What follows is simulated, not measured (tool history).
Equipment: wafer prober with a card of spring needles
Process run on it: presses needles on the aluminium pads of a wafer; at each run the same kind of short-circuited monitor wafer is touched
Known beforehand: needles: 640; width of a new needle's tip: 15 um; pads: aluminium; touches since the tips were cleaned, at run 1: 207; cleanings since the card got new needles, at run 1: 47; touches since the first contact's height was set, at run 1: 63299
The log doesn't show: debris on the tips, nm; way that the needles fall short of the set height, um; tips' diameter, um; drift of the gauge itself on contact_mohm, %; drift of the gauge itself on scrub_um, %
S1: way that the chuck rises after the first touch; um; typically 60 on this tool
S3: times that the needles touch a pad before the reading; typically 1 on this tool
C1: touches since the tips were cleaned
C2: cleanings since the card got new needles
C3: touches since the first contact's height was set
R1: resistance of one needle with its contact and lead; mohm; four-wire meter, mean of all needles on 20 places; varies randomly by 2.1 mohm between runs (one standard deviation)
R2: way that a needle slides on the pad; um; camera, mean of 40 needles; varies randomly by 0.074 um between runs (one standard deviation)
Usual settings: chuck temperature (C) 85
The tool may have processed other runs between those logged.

{"run": 1, "hour": 0.0, "S1": 60, "chuck temperature (C)": 85, "S3": 1, "C1": 207, "C2": 47, "C3": 63299, "R1": 237, "R2": 11.77}
{"hour": 5.0, "done": "tips cleaned on abrasive film"}
{"run": 2, "hour": 7.3, "S1": 57, "chuck temperature (C)": 85, "S3": 1, "C1": 1180, "C2": 48, "C3": 66946, "R1": 231, "R2": 11.24}
{"hour": 10.0, "done": "tips cleaned on abrasive film"}
{"hour": 16.0, "done": "tips cleaned on abrasive film"}
{"run": 3, "hour": 17.9, "S1": 57, "chuck temperature (C)": 85, "S3": 1, "C1": 945, "C2": 50, "C3": 72199, "R1": 242, "R2": 11.23}
{"hour": 21.1, "done": "tips cleaned on abrasive film"}
{"run": 4, "hour": 23.5, "S1": 50, "chuck temperature (C)": 85, "S3": 1, "C1": 1226, "C2": 51, "C3": 75017, "R1": 241, "R2": 9.83}
{"hour": 25.6, "done": "height of the first contact set anew"}
{"hour": 26.6, "done": "tips cleaned on abrasive film"}
{"hour": 31.8, "done": "tips cleaned on abrasive film"}
{"run": 5, "hour": 34.0, "S1": 60, "chuck temperature (C)": 85, "S3": 1, "C1": 1135, "C2": 53, "C3": 4171, "R1": 234, "R2": 11.79}
{"hour": 37.1, "done": "tips cleaned on abrasive film"}
{"hour": 42.1, "done": "tips cleaned on abrasive film"}
{"run": 6, "hour": 46.6, "S1": 60, "chuck temperature (C)": 54, "S3": 1, "C1": 2299, "C2": 55, "C3": 10457, "R1": 231, "R2": 11.79}
{"hour": 47.3, "done": "tips cleaned on abrasive film"}
{"hour": 53.0, "done": "tips cleaned on abrasive film"}
{"run": 7, "hour": 53.0, "S1": 60, "chuck temperature (C)": 54, "S3": 1, "C1": 0, "C2": 57, "C3": 13564, "R1": 227, "R2": 11.82}
{"hour": 58.4, "done": "tips cleaned on abrasive film"}
{"run": 8, "hour": 60.5, "S1": 60, "chuck temperature (C)": 85, "S3": 2, "C1": 1038, "C2": 58, "C3": 17319, "R1": 233, "R2": 11.71}
{"hour": 63.8, "done": "tips cleaned on abrasive film"}
{"run": 9, "hour": 66.9, "S1": 76, "chuck temperature (C)": 85, "S3": 1, "C1": 1584, "C2": 59, "C3": 20524, "R1": 228, "R2": 15.11}
{"hour": 68.9, "done": "tips cleaned on abrasive film"}
{"run": 10, "hour": 73.2, "S1": 76, "chuck temperature (C)": 85, "S3": 1, "C1": 2176, "C2": 60, "C3": 23676, "R1": 229, "R2": 15.04}
{"hour": 74.3, "done": "tips cleaned on abrasive film"}
{"hour": 79.5, "done": "tips cleaned on abrasive film"}
{"run": 11, "hour": 79.9, "S1": 76, "chuck temperature (C)": 85, "S3": 1, "C1": 192, "C2": 62, "C3": 26965, "R1": 236, "R2": 14.93}
{"hour": 84.9, "done": "tips cleaned on abrasive film"}
{"run": 12, "hour": 86.4, "S1": 60, "chuck temperature (C)": 85, "S3": 1, "C1": 800, "C2": 63, "C3": 30211, "R1": 237, "R2": 11.8}
{"hour": 89.9, "done": "tips cleaned on abrasive film"}
{"run": 13, "hour": 92.9, "S1": 51, "chuck temperature (C)": 36, "S3": 1, "C1": 1499, "C2": 64, "C3": 33429, "R1": 228, "R2": 10.03}
{"hour": 95.4, "done": "tips cleaned on abrasive film"}
{"hour": 101.1, "done": "tips cleaned on abrasive film"}
{"run": 14, "hour": 104.5, "S1": 51, "chuck temperature (C)": 36, "S3": 3, "C1": 1726, "C2": 66, "C3": 39217, "R1": 227, "R2": 10.05}
{"hour": 106.5, "done": "tips cleaned on abrasive film"}
{"hour": 111.4, "done": "tips cleaned on abrasive film"}
{"run": 15, "hour": 114.6, "S1": 51, "chuck temperature (C)": 36, "S3": 3, "C1": 1603, "C2": 68, "C3": 44219, "R1": 227, "R2": 10.02}
{"hour": 116.6, "done": "tips cleaned on abrasive film"}
{"run": 16, "hour": 121.2, "S1": 48, "chuck temperature (C)": 80, "S3": 1, "C1": 2324, "C2": 69, "C3": 47479, "R1": 241, "R2": 9.54}
{"hour": 121.8, "done": "tips cleaned on abrasive film"}
{"hour": 127.8, "done": "tips cleaned on abrasive film"}
{"run": 17, "hour": 130.8, "S1": 48, "chuck temperature (C)": 80, "S3": 1, "C1": 1512, "C2": 71, "C3": 52250, "R1": 241, "R2": 9.48}
{"hour": 133.5, "done": "tips cleaned on abrasive film"}
{"run": 18, "hour": 137.1, "S1": 48, "chuck temperature (C)": 80, "S3": 1, "C1": 1824, "C2": 72, "C3": 55395, "R1": 246, "R2": 9.57}
{"hour": 139.0, "done": "tips cleaned on abrasive film"}
{"hour": 144.0, "done": "tips cleaned on abrasive film"}
{"run": 19, "hour": 146.3, "S1": 48, "chuck temperature (C)": 80, "S3": 1, "C1": 1172, "C2": 74, "C3": 59963, "R1": 236, "R2": 9.51}

The next listed run, before its measurement:
{"hour": 149.5, "done": "tips cleaned on abrasive film"}
{"hour": 154.6, "done": "tips cleaned on abrasive film"}
{"run": 20, "hour": 156.9, "S1": 79, "chuck temperature (C)": 55, "S3": 1, "C1": 1142, "C2": 76, "C3": 65219, "R1": "?", "R2": "?"}

Logged for run 20: R1 222 mohm, R2 15.48 um.
Had the tool carried no hidden state, the very same run would have given R1 222 mohm, R2 15.49 um.
